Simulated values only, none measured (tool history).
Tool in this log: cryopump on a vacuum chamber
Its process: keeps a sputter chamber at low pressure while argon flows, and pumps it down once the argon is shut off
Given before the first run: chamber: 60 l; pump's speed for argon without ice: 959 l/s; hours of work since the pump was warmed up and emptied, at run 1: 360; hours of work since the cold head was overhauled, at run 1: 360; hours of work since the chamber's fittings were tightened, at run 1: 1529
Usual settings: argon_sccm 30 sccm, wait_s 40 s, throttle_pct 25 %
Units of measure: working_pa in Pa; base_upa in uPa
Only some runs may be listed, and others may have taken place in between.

run     day  argon_sccm  wait_s  throttle_pct  hours of work since the pump was warmed up and emptied  hours of work since the cold head was overhauled  hours of work since the chamber's fittings were tightened  working_pa  base_upa
  1   0.000          30      40            25                                                     360                                               360                                                       1529      0.2143      3.65
  2   1.183          30      40            25                                                     374                                               374                                                       1543      0.2144      3.67
  3   2.862          30      40            25                                                     395                                               395                                                       1563      0.2154      3.72
  4   3.779          30      40            25                                                     406                                               406                                                       1574      0.2154      3.77
  5   4.708          30     272            25                                                     417                                               417                                                       1585      0.2156      3.01
  6   5.488          34     272            25                                                     426                                               426                                                       1595      0.2454      2.99
  7   6.762          30      40            26                                                     441                                               441                                                       1610      0.2074      3.81
  8   7.817          30      40            26                                                     454                                               454                                                       1623      0.2074      3.88
  9   8.854          30      40            26                                                     467                                               467                                                       1635      0.2061      3.81
 10  10.133          30      40            25                                                     482                                               482                                                       1651      0.2168      3.78
 11  11.762          14      33            25                                                     502                                               502                                                       1670      0.1008      4.01
 12  12.646          30     161            25                                                     512                                               512                                                       1681      0.2165      3.24
 13  14.346          23      72            41                                                     533                                               533                                                       1701      0.1013      3.56
 14  15.912          32      64            37                                                     551                                               551                                                       1720      0.1570      3.58
 15  17.346          32      64            37                                                     569                                               569                                                       1737      0.1564      3.81
 16  18.996          40      40            30                                                     588                                               588                                                       1757      0.2394      4.18
 17  19.992          40      40            30                                                     600                                               600                                                       1769      0.2391      4.03
 18  21.179          25      63            17                                                     615                                               615                                                       1783      0.2623      3.83
 19  21.921          25      63            17                                                     624                                               624                                                       1792      0.2647      3.82

5 options for the next run, each taken on its own from the tool as it stands now. Forecast them:
  A  23.308          27     144            25                                                     640                                               640                                                       1809           ?         ?
  B  23.308          25     132            17                                                     640                                               640                                                       1809           ?         ?
  C  23.308          30      40            52                                                     640                                               640                                                       1809           ?         ?
  D  23.308          50     145            40                                                     640                                               640                                                       1809           ?         ?
  E  23.308          16      26            24                                                     640                                               640                                                       1809           ?         ?

run  working_pa  base_upa
  A      0.1946      3.62
  B      0.2625      3.48
  C      0.1072      4.18
  D      0.2286      3.54
  E      0.1198      4.67
With no hidden state in the tool, these same runs would have given:
run  working_pa  base_upa
  A      0.1897      0.55
  B      0.2580      0.55
  C      0.1018      1.16
  D      0.2196      0.57
  E      0.1170      1.65
